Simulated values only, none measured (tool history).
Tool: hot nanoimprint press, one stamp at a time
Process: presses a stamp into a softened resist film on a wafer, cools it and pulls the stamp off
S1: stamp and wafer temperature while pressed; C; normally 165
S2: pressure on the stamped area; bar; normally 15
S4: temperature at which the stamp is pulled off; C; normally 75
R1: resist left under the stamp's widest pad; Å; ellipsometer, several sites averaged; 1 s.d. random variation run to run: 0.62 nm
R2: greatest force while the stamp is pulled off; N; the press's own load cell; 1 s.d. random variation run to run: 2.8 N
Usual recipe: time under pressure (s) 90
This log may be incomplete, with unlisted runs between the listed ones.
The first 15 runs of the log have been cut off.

Run 16, day 5.225: usual settings but S1 167 C, S4 60 C. Result: R1 953 Å, R2 207 N.
Run 17, day 5.417: usual settings but S1 167 C, S2 20.5 bar, S4 65 C. Result: R1 823 Å, R2 186 N.
Run 18, day 5.742: usual settings but S1 167 C, S2 20.5 bar, S4 65 C. Result: R1 812 Å, R2 186 N.
Run 19, day 5.992: usual settings but S1 167 C, S2 20.5 bar, S4 65 C. Result: R1 807 Å, R2 187 N.
Run 20, day 6.433: usual settings but S2 21.2 bar, time under pressure (s) 110. Result: R1 785 Å, R2 143 N.
Run 21, day 6.879: usual settings but S2 21.2 bar, time under pressure (s) 110. Result: R1 791 Å, R2 149 N.
Run 22, day 7.246: usual settings but S1 172 C, S2 11.2 bar. Result: R1 959 Å, R2 143 N.
Run 23, day 7.462: usual settings but S1 172 C, S2 11.2 bar. Result: R1 961 Å, R2 150 N.
Run 24, day 7.767: usual settings but S1 161 C, S2 22.2 bar, S4 73 C. Result: R1 933 Å, R2 153 N.
Run 25, day 8.133: usual settings but S1 161 C, S2 22.2 bar, S4 73 C. Result: R1 944 Å, R2 158 N.
Run 26, day 8.429: usual settings but S1 161 C, S2 22.2 bar, S4 73 C. Result: R1 948 Å, R2 159 N.
Run 27, day 8.812: usual settings but S1 175 C, S2 23.6 bar. Result: R1 595 Å, R2 151 N.
Run 28, day 9.204: usual settings but S1 175 C, S2 12.2 bar, time under pressure (s) 173, S4 72 C. Result: R1 676 Å, R2 164 N.
Run 29, day 9.404: usual settings but S1 159 C, S2 12.2 bar, time under pressure (s) 173. Result: R1 1066 Å, R2 156 N.
Run 30, day 9.771: usual settings but S1 160 C, S2 12.1 bar, time under pressure (s) 45, S4 62 C. Result: R1 1503 Å, R2 206 N.

Consider 4 possible next runs. They are alternatives, not a sequence: every one starts from the tool as it was left by run 30. What does each give?
Run A, day 10.138: usual settings but S1 160 C, S2 20.9 bar, time under pressure (s) 135, S4 77 C. Result: R1 ?, R2 ?.
Run B, day 10.138: usual settings but S4 68 C. Result: R1 ?, R2 ?.
Run C, day 10.138: usual settings but S1 163 C, S2 10.1 bar, time under pressure (s) 81. Result: R1 ?, R2 ?.
Run D, day 10.138: usual settings but S2 23.5 bar. Result: R1 ?, R2 ?.

run    R1   R2
  A   875  139
  B  1005  183
  C  1311  154
  D   809  151
The same runs, with their run-to-run variation unchanged, on a tool lacking any hidden condition would have given:
run    R1   R2
  A   855  118
  B   988  156
  C  1296  132
  D   789  128
